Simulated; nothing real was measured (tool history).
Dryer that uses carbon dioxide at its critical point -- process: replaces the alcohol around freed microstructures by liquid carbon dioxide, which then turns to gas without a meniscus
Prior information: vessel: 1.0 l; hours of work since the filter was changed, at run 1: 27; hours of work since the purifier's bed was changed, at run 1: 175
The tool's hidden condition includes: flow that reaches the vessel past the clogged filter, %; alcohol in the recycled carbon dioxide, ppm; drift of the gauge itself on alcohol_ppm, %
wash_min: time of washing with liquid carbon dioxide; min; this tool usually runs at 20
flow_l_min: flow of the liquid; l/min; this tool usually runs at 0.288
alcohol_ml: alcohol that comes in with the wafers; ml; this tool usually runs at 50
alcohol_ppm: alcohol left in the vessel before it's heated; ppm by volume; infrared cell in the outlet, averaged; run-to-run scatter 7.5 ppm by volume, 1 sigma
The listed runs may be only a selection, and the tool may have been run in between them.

| run | day | wash_min | flow_l_min | alcohol_ml | hours of work since the filter was changed | hours of work since the purifier's bed was changed | alcohol_ppm |
|---|---|---|---|---|---|---|---|
| 1 | 0 | 20 | 0.288 | 50 | 27 | 175 | 421 |
| 2 | 0.521 | 20 | 0.288 | 50 | 33 | 181 | 436 |
| 3 | 1.062 | 28 | 0.288 | 50 | 38 | 186 | 104 |
| 4 | 1.954 | 20 | 0.288 | 42 | 47 | 195 | 395 |
| 5 | 2.9 | 20 | 0.288 | 42 | 56 | 204 | 380 |
| 6 | 3.975 | 20 | 0.288 | 42 | 67 | 215 | 399 |
| 7 | 4.704 | 20 | 0.288 | 42 | 74 | 222 | 418 |
| 8 | 5.446 | 20 | 0.217 | 50 | 82 | 230 | 1551 |
| 9 | 6.104 | 29 | 0.288 | 50 | 88 | 236 | 106 |
| 10 | 7.162 | 29 | 0.288 | 50 | 99 | 247 | 100 |
| 11 | 8.233 | 20 | 0.288 | 50 | 109 | 258 | 508 |
| 12 | 9.121 | 20 | 0.288 | 50 | 118 | 266 | 523 |
| 13 | 10.012 | 20 | 0.184 | 50 | 127 | 275 | 2751 |
| 14 | 11.088 | 20 | 0.288 | 50 | 138 | 286 | 558 |
| 15 | 11.796 | 20 | 0.288 | 50 | 145 | 293 | 519 |
| 16 | 13.025 | 20 | 0.288 | 50 | 157 | 305 | 552 |
| 17 | 14.125 | 20 | 0.288 | 50 | 168 | 316 | 591 |
| 18 | 15.008 | 20 | 0.288 | 50 | 177 | 325 | 588 |
| 19 | 15.904 | 20 | 0.339 | 50 | 186 | 334 | 292 |
| 20 | 16.833 | 15 | 0.339 | 50 | 195 | 343 | 913 |
| 21 | 17.596 | 15 | 0.339 | 50 | 203 | 351 | 932 |
| 22 | 18.404 | 13 | 0.479 | 22 | 211 | 359 | 218 |
| 23 | 19.275 | 13 | 0.479 | 22 | 220 | 368 | 226 |
| 24 | 20.338 | 22 | 0.479 | 63 | 230 | 378 | 96 |
| 25 | 20.858 | 18 | 0.288 | 28 | 235 | 384 | 577 |
| 26 | 21.896 | 19 | 0.205 | 28 | 246 | 394 | 1490 |
| 27 | 22.683 | 13 | 0.231 | 85 | 254 | 402 | 8541 |
| 28 | 23.633 | 22 | 0.288 | 22 | 263 | 411 | 245 |
| 29 | 24.892 | 22 | 0.288 | 22 | 276 | 424 | 256 |
| 30 | 25.975 | 22 | 0.288 | 50 | 286 | 435 | 482 |
| 31 | 26.958 | 17 | 0.214 | 34 | 296 | 444 | 2336 |
| 32 | 27.879 | 17 | 0.214 | 34 | 305 | 454 | 2322 |
| 33 | 29.025 | 31 | 0.424 | 50 | 317 | 465 | 101 |
| 34 | 30.042 | 16 | 0.424 | 21 | 327 | 475 | 215 |
| 35 | 31.167 | 16 | 0.424 | 21 | 338 | 486 | 220 |
| 36 | 31.971 | 16 | 0.424 | 21 | 346 | 494 | 216 |
| 37 | 33.1 | 17 | 0.174 | 30 | 358 | 506 | 3616 |
| 38 | 34.05 | 17 | 0.174 | 30 | 367 | 515 | 3686 |
| 39 | 35.138 | 17 | 0.174 | 30 | 378 | 526 | 3748 |
| 40 | 35.879 | 13 | 0.385 | 28 | 385 | 533 | 775 |
| 41 | 36.621 | 25 | 0.452 | 86 | 393 | 541 | 136 |
| 42 | 37.496 | 28 | 0.193 | 43 | 401 | 550 | 1029 |

Selected run-to-run steps in alcohol_ppm, each split into two signed amounts: the part the tool would show with no hidden state at all (from settings, incoming material and random variation), and the remainder, which goes to the hidden state together with any gauge scatter not common to the measured and the hidden-state-free results:
Run 26 -> 27: wash_min 19 -> 13, flow_l_min 0.205 -> 0.231, alcohol_ml 28 -> 85. alcohol_ppm +7051 ppm by volume: hidden state +1367, all else +5684.
Run 27 -> 28: wash_min 13 -> 22, flow_l_min 0.231 -> 0.288, alcohol_ml 85 -> 22. alcohol_ppm -8296 ppm by volume: hidden state -1644, all else -6652.
Run 36 -> 37: wash_min 16 -> 17, flow_l_min 0.424 -> 0.174, alcohol_ml 21 -> 30. alcohol_ppm +3400 ppm by volume: hidden state +858, all else +2542.
